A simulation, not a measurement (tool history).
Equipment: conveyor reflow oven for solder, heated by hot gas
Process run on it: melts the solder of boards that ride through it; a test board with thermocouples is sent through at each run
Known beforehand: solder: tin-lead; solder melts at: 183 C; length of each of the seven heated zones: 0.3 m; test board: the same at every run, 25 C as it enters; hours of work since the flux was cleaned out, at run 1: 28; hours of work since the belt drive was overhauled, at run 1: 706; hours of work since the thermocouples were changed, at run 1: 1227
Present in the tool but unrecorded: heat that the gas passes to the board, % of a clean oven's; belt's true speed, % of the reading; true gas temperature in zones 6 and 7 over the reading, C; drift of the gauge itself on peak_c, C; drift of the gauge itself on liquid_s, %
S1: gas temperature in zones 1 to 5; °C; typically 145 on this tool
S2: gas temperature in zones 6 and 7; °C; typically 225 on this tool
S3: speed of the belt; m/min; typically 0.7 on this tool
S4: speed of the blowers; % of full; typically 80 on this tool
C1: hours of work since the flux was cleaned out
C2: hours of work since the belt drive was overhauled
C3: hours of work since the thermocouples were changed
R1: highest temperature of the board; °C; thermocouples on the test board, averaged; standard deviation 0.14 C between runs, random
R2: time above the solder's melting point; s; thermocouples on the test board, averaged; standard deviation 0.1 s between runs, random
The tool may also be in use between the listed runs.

run	day	S1	S2	S3	S4	C1	C2	C3	R1	R2
1	0	145	225	0.7	80	28	706	1227	214.8	39.9
2	0.988	145	233	0.7	80	46	724	1245	221.6	43.1
# day 1.225: thermocouples of zones 6 and 7 changed
3	2.212	145	225	0.618	80	66	744	18	215.3	45.9
4	2.833	145	225	0.654	80	77	755	29	213.5	42.3
5	3.308	145	225	0.7	80	86	764	37	212	38.3
6	3.879	145	225	0.7	65	96	774	47	209.4	36.1
7	4.479	145	225	0.7	65	107	785	58	209.5	36
8	5.462	145	225	0.7	65	124	802	76	209.3	36.1
9	5.988	145	225	0.7	65	134	812	85	209.4	36
10	6.504	145	225	0.7	73	143	821	94	211	37.2
11	7.3	145	225	0.7	80	157	835	109	211.8	38.2
# day 7.6: flux residue cleaned out of gas plates and filters
12	8.358	145	225	0.7	80	14	850	124	211.1	37.3
13	9.458	145	225	0.7	80	33	870	144	210.9	37.4
14	10.529	137	225	0.7	80	52	889	163	209.5	34.3
15	10.992	137	225	0.7	80	61	897	171	209.3	34.3
16	11.588	137	225	0.7	80	71	908	182	209.3	34.2

Run 17 is up next; what results do you expect?
17	12.396	131	225	0.7	80	86	923	196	?	?

Run 17 measured R1 208 °C, R2 32 s.
Without the tool's hidden state the same run would have given R1 210 °C, R2 33.4 s.

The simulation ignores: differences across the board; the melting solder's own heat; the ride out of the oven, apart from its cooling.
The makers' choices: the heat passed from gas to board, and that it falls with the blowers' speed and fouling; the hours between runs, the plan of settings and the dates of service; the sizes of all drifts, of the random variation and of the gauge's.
